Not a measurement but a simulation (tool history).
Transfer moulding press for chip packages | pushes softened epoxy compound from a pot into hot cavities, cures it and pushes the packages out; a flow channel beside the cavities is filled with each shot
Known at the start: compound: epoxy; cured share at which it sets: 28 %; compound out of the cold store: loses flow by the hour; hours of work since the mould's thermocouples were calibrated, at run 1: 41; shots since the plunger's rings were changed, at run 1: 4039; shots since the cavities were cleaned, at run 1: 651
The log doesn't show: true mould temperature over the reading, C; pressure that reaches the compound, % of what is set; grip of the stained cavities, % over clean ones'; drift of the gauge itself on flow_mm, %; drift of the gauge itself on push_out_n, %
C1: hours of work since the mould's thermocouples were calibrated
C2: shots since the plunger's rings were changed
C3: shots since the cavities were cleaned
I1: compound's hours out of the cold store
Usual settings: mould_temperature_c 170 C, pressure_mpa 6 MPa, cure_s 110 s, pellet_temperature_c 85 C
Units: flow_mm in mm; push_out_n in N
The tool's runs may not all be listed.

run 1 hour=0 | mould_temperature_c=170 pressure_mpa=6 cure_s=110 pellet_temperature_c=85 | C1=41 C2=4039 C3=651 | I1=41.9 | flow_mm=524 push_out_n=525
-- hour=18.2 cavities cleaned with cleaning compound and waxed
run 2 hour=30.4 | mould_temperature_c=170 pressure_mpa=6 cure_s=110 pellet_temperature_c=85 | C1=60 C2=4331 C3=123 | I1=42 | flow_mm=533 push_out_n=374
-- hour=58.1 plunger's sealing rings changed
run 3 hour=67.4 | mould_temperature_c=170 pressure_mpa=6 cure_s=110 pellet_temperature_c=85 | C1=82 C2=94 C3=473 | I1=43.3 | flow_mm=580 push_out_n=498
run 4 hour=92.5 | mould_temperature_c=170 pressure_mpa=6 cure_s=110 pellet_temperature_c=85 | C1=98 C2=348 C3=727 | I1=30 | flow_mm=609 push_out_n=548
-- hour=102.3 cavities cleaned with cleaning compound and waxed
run 5 hour=113.5 | mould_temperature_c=170 pressure_mpa=6 cure_s=110 pellet_temperature_c=85 | C1=110 C2=545 C3=113 | I1=33.6 | flow_mm=608 push_out_n=391
run 6 hour=145.8 | mould_temperature_c=170 pressure_mpa=6 cure_s=110 pellet_temperature_c=85 | C1=131 C2=873 C3=441 | I1=12.8 | flow_mm=670 push_out_n=524
run 7 hour=174.7 | mould_temperature_c=170 pressure_mpa=5.68 cure_s=110 pellet_temperature_c=85 | C1=150 C2=1165 C3=733 | I1=47.2 | flow_mm=530 push_out_n=548
-- hour=184.7 cavities cleaned with cleaning compound and waxed
run 8 hour=197.3 | mould_temperature_c=170 pressure_mpa=6 cure_s=110 pellet_temperature_c=85 | C1=163 C2=1379 C3=128 | I1=30.5 | flow_mm=618 push_out_n=384
run 9 hour=216.3 | mould_temperature_c=173 pressure_mpa=6 cure_s=110 pellet_temperature_c=82 | C1=175 C2=1571 C3=320 | I1=15.9 | flow_mm=637 push_out_n=451
run 10 hour=244.3 | mould_temperature_c=163 pressure_mpa=6 cure_s=110 pellet_temperature_c=85 | C1=193 C2=1854 C3=603 | I1=8.6 | flow_mm=704 push_out_n=982
-- hour=265.3 cavities cleaned with cleaning compound and waxed
run 11 hour=277.4 | mould_temperature_c=170 pressure_mpa=4.96 cure_s=110 pellet_temperature_c=84 | C1=213 C2=2174 C3=122 | I1=25.3 | flow_mm=564 push_out_n=392
run 12 hour=303.2 | mould_temperature_c=176 pressure_mpa=4.96 cure_s=110 pellet_temperature_c=76 | C1=230 C2=2436 C3=384 | I1=13.4 | flow_mm=577 push_out_n=429
run 13 hour=323.6 | mould_temperature_c=173 pressure_mpa=5.29 cure_s=140 pellet_temperature_c=85 | C1=243 C2=2642 C3=590 | I1=19 | flow_mm=575 push_out_n=431
-- hour=346.3 cavities cleaned with cleaning compound and waxed
run 14 hour=348.2 | mould_temperature_c=171 pressure_mpa=5.29 cure_s=110 pellet_temperature_c=85 | C1=258 C2=2877 C3=20 | I1=20.3 | flow_mm=570 push_out_n=315
run 15 hour=381.6 | mould_temperature_c=164 pressure_mpa=5.55 cure_s=122 pellet_temperature_c=92 | C1=279 C2=3215 C3=358 | I1=14.4 | flow_mm=632 push_out_n=654
run 16 hour=416 | mould_temperature_c=164 pressure_mpa=6.4 cure_s=140 pellet_temperature_c=92 | C1=301 C2=3563 C3=706 | I1=37.5 | flow_mm=588 push_out_n=551

Forecast each of these 4 alternatives for the next run:
-- hour=427.2 cavities cleaned with cleaning compound and waxed
run A hour=453.5 | mould_temperature_c=173 pressure_mpa=4.87 cure_s=110 pellet_temperature_c=92 | C1=324 C2=3927 C3=266 | I1=8.2 | flow_mm=? push_out_n=?
-- hour=427.2 cavities cleaned with cleaning compound and waxed
run B hour=453.5 | mould_temperature_c=174 pressure_mpa=5.61 cure_s=140 pellet_temperature_c=92 | C1=324 C2=3927 C3=266 | I1=29.3 | flow_mm=? push_out_n=?
-- hour=427.2 cavities cleaned with cleaning compound and waxed
run C hour=453.5 | mould_temperature_c=170 pressure_mpa=6 cure_s=91 pellet_temperature_c=85 | C1=324 C2=3927 C3=266 | I1=46.6 | flow_mm=? push_out_n=?
-- hour=427.2 cavities cleaned with cleaning compound and waxed
run D hour=453.5 | mould_temperature_c=164 pressure_mpa=6.4 cure_s=140 pellet_temperature_c=76 | C1=324 C2=3927 C3=266 | I1=10.5 | flow_mm=? push_out_n=?

run=A flow_mm=580 push_out_n=425
run=B flow_mm=545 push_out_n=369
run=C flow_mm=527 push_out_n=605
run=D flow_mm=694 push_out_n=505
Without the tool's hidden state the same runs would have given:
run=A flow_mm=632 push_out_n=282
run=B flow_mm=594 push_out_n=246
run=C flow_mm=574 push_out_n=388
run=D flow_mm=755 push_out_n=330
